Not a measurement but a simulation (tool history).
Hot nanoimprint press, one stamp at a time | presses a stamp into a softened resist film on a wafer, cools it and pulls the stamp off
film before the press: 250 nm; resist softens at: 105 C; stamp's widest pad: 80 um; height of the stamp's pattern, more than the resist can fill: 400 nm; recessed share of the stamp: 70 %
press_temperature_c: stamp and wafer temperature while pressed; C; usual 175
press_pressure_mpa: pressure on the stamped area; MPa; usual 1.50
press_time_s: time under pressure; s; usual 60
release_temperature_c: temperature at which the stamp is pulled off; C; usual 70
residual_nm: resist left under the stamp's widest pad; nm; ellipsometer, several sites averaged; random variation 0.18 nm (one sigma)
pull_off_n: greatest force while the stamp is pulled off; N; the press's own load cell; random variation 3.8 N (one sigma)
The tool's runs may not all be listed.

run   hour  press_temperature_c  press_pressure_mpa  press_time_s  release_temperature_c  residual_nm  pull_off_n
  1    0.0                  175                1.50            60                     70        107.0         221
  2   16.0                  175                1.50            60                     70        106.8         218
  3   31.2                  175                1.95            60                     70         94.4         220
  4   43.5                  175                1.95            60                     70         94.2         214
  5   55.1                  175                1.50            60                     70        107.5         220
  6   63.9                  175                2.28            60                     70         87.6         207
  7   82.8                  175                2.28            60                     70         87.6         222
  8  101.4                  175                2.28            60                     70         87.9         221
  9  111.4                  175                0.99            60                     70        130.9         218
 10  127.8                  175                1.50            51                     70        115.1         225
 11  137.5                  175                1.50           120                     70         82.6         224
     147.6  -- plate thermocouple calibrated
 12  149.6                  175                1.50           120                     70         82.8         223
 13  162.1                  183                1.50           120                     70         65.2         223
 14  170.3                  183                1.50           120                     70         65.4         228
 15  179.6                  183                1.50           120                     70         65.6         224
 16  190.9                  172                2.19            60                     63         99.8         227
 17  208.2                  172                2.19            60                     63         99.5         227
     221.8  -- gauge calibrated
 18  227.3                  171                2.02            60                     64        104.8         231
 19  240.3                  175                2.32            60                     72         86.2         213

Run 20 comes next. What will it give?
 20  252.1                  175                1.29            81                     70            ?           ?

{"run 20": {"residual_nm": 103.0, "pull_off_n": 216}}
Without the tool's hidden state the same run would have given residual_nm 102.6 nm, pull_off_n 215 N.
